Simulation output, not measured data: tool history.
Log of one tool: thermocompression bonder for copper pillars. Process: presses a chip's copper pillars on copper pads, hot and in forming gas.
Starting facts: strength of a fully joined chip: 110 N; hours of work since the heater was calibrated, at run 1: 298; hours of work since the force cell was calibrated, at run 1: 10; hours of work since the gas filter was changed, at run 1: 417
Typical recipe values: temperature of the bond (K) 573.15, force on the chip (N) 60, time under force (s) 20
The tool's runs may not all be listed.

| run | day | temperature of the bond (K) | force on the chip (N) | time under force (s) | hours of work since the heater was calibrated | hours of work since the force cell was calibrated | hours of work since the gas filter was changed | force that shears a chip off (N) |
|---|---|---|---|---|---|---|---|---|
| 1 | 0 | 573.15 | 60 | 20 | 298 | 10 | 417 | 51.5 |
| 2 | 0.383 | 573.15 | 60 | 20 | 303 | 14 | 421 | 52.1 |
|  | 0.733 | forming gas filter changed |
| 3 | 1.196 | 573.15 | 60 | 20 | 312 | 23 | 5 | 55.8 |
| 4 | 1.683 | 549.15 | 60 | 20 | 318 | 29 | 11 | 41.1 |
|  | 1.829 | heater calibrated with a thermocouple chip |
| 5 | 2.346 | 549.15 | 60 | 20 | 6 | 36 | 18 | 39.7 |
| 6 | 2.95 | 549.15 | 60 | 20 | 13 | 43 | 25 | 40.6 |
|  | 3.325 | heater calibrated with a thermocouple chip, once more |
| 7 | 3.483 | 574.15 | 60 | 20 | 2 | 48 | 30 | 58.5 |
| 8 | 3.888 | 574.15 | 60 | 20 | 7 | 53 | 35 | 58.8 |
| 9 | 4.596 | 544.15 | 66 | 21 | 15 | 61 | 43 | 43.9 |
| 10 | 5.012 | 544.15 | 66 | 21 | 20 | 66 | 48 | 43.9 |
| 11 | 5.758 | 554.15 | 47 | 24 | 28 | 75 | 57 | 39.8 |

3 options for the next run, each taken on its own from the tool as it stands now. Forecast them:
| A | 6.321 | 563.15 | 60 | 20 | 35 | 81 | 63 | ? |
| B | 6.321 | 573.15 | 84 | 13 | 35 | 81 | 63 | ? |
| C | 6.321 | 592.15 | 88 | 21 | 35 | 81 | 63 | ? |

| run | force that shears a chip off (N) |
|---|---|
| A | 50.8 |
| B | 65.3 |
| C | 89.4 |
What these runs would have given with no unlogged condition in the tool:
| run | force that shears a chip off (N) |
|---|---|
| A | 51.6 |
| B | 66.3 |
| C | 90.8 |
